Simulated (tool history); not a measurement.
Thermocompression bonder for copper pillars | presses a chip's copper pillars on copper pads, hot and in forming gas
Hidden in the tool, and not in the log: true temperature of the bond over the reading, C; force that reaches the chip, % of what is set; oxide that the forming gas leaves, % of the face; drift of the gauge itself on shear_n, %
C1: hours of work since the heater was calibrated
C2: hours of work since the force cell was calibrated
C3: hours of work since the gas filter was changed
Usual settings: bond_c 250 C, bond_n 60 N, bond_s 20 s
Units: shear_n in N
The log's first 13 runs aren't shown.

{"run": 14, "hour": 488.5, "bond_c": 250, "bond_n": 60, "bond_s": 20, "C1": 440, "C2": 649, "C3": 198, "shear_n": 62.4}
{"run": 15, "hour": 529.9, "bond_c": 250, "bond_n": 60, "bond_s": 20, "C1": 472, "C2": 681, "C3": 230, "shear_n": 61.9}
{"run": 16, "hour": 552.6, "bond_c": 250, "bond_n": 60, "bond_s": 20, "C1": 490, "C2": 698, "C3": 248, "shear_n": 61.7}
{"run": 17, "hour": 593.4, "bond_c": 256, "bond_n": 60, "bond_s": 20, "C1": 522, "C2": 730, "C3": 280, "shear_n": 64.4}
{"run": 18, "hour": 623.1, "bond_c": 256, "bond_n": 60, "bond_s": 20, "C1": 545, "C2": 753, "C3": 303, "shear_n": 64.8}
{"run": 19, "hour": 644.5, "bond_c": 250, "bond_n": 53, "bond_s": 20, "C1": 562, "C2": 770, "C3": 319, "shear_n": 59}
{"run": 20, "hour": 685.4, "bond_c": 255, "bond_n": 60, "bond_s": 28, "C1": 593, "C2": 802, "C3": 351, "shear_n": 69.8}
{"run": 21, "hour": 723.7, "bond_c": 255, "bond_n": 49, "bond_s": 13, "C1": 623, "C2": 831, "C3": 381, "shear_n": 51.6}
{"run": 22, "hour": 773.6, "bond_c": 253, "bond_n": 87, "bond_s": 20, "C1": 662, "C2": 870, "C3": 420, "shear_n": 73.1}
{"hour": 815.4, "done": "forming gas filter changed"}
{"run": 23, "hour": 819.9, "bond_c": 253, "bond_n": 87, "bond_s": 13, "C1": 697, "C2": 906, "C3": 3, "shear_n": 66.5}
{"run": 24, "hour": 865.1, "bond_c": 225, "bond_n": 66, "bond_s": 13, "C1": 733, "C2": 941, "C3": 39, "shear_n": 45}
{"run": 25, "hour": 895.7, "bond_c": 222, "bond_n": 60, "bond_s": 20, "C1": 756, "C2": 965, "C3": 62, "shear_n": 48.7}
{"run": 26, "hour": 918.5, "bond_c": 222, "bond_n": 60, "bond_s": 20, "C1": 774, "C2": 982, "C3": 80, "shear_n": 48.5}
{"run": 27, "hour": 950.6, "bond_c": 235, "bond_n": 47, "bond_s": 17, "C1": 799, "C2": 1007, "C3": 105, "shear_n": 46.2}
{"run": 28, "hour": 1001.0, "bond_c": 267, "bond_n": 61, "bond_s": 45, "C1": 838, "C2": 1046, "C3": 144, "shear_n": 81.5}
{"run": 29, "hour": 1040.2, "bond_c": 227, "bond_n": 89, "bond_s": 42, "C1": 869, "C2": 1077, "C3": 175, "shear_n": 73}
{"run": 30, "hour": 1063.0, "bond_c": 238, "bond_n": 60, "bond_s": 20, "C1": 886, "C2": 1095, "C3": 192, "shear_n": 56.6}
{"run": 31, "hour": 1106.2, "bond_c": 256, "bond_n": 60, "bond_s": 20, "C1": 920, "C2": 1128, "C3": 226, "shear_n": 65.7}
{"run": 32, "hour": 1137.8, "bond_c": 256, "bond_n": 60, "bond_s": 20, "C1": 944, "C2": 1153, "C3": 251, "shear_n": 64.8}
{"hour": 1177.9, "done": "force cell calibrated"}
{"run": 33, "hour": 1190.9, "bond_c": 233, "bond_n": 60, "bond_s": 20, "C1": 985, "C2": 10, "C3": 291, "shear_n": 54.1}
{"run": 34, "hour": 1215.2, "bond_c": 233, "bond_n": 60, "bond_s": 20, "C1": 1003, "C2": 29, "C3": 310, "shear_n": 53.8}
{"run": 35, "hour": 1243.6, "bond_c": 233, "bond_n": 60, "bond_s": 20, "C1": 1026, "C2": 51, "C3": 332, "shear_n": 53.5}
{"run": 36, "hour": 1293.8, "bond_c": 257, "bond_n": 57, "bond_s": 59, "C1": 1065, "C2": 90, "C3": 371, "shear_n": 79.9}
{"run": 37, "hour": 1321.1, "bond_c": 249, "bond_n": 73, "bond_s": 16, "C1": 1086, "C2": 111, "C3": 392, "shear_n": 63.8}
{"run": 38, "hour": 1356.6, "bond_c": 259, "bond_n": 90, "bond_s": 11, "C1": 1113, "C2": 139, "C3": 419, "shear_n": 66.7}

5 ways to go on from here, each from the tool as it stands after run 38. What would each give?
{"hour": 1400.1, "done": "forming gas filter changed"}
{"run": "A", "hour": 1402.7, "bond_c": 267, "bond_n": 71, "bond_s": 12, "C1": 1149, "C2": 174, "C3": 2, "shear_n": "?"}
{"hour": 1400.1, "done": "forming gas filter changed"}
{"run": "B", "hour": 1402.7, "bond_c": 259, "bond_n": 69, "bond_s": 11, "C1": 1149, "C2": 174, "C3": 2, "shear_n": "?"}
{"hour": 1400.1, "done": "forming gas filter changed"}
{"run": "C", "hour": 1402.7, "bond_c": 249, "bond_n": 44, "bond_s": 58, "C1": 1149, "C2": 174, "C3": 2, "shear_n": "?"}
{"hour": 1400.1, "done": "forming gas filter changed"}
{"run": "D", "hour": 1402.7, "bond_c": 244, "bond_n": 60, "bond_s": 20, "C1": 1149, "C2": 174, "C3": 2, "shear_n": "?"}
{"hour": 1400.1, "done": "forming gas filter changed"}
{"run": "E", "hour": 1402.7, "bond_c": 271, "bond_n": 42, "bond_s": 41, "C1": 1149, "C2": 174, "C3": 2, "shear_n": "?"}

run=A shear_n=65.3
run=B shear_n=60.3
run=C shear_n=70.8
run=D shear_n=59.5
run=E shear_n=74.1
Without the tool's hidden state the same runs would have given:
run=A shear_n=65.4
run=B shear_n=60.4
run=C shear_n=70.9
run=D shear_n=59.6
run=E shear_n=74.2

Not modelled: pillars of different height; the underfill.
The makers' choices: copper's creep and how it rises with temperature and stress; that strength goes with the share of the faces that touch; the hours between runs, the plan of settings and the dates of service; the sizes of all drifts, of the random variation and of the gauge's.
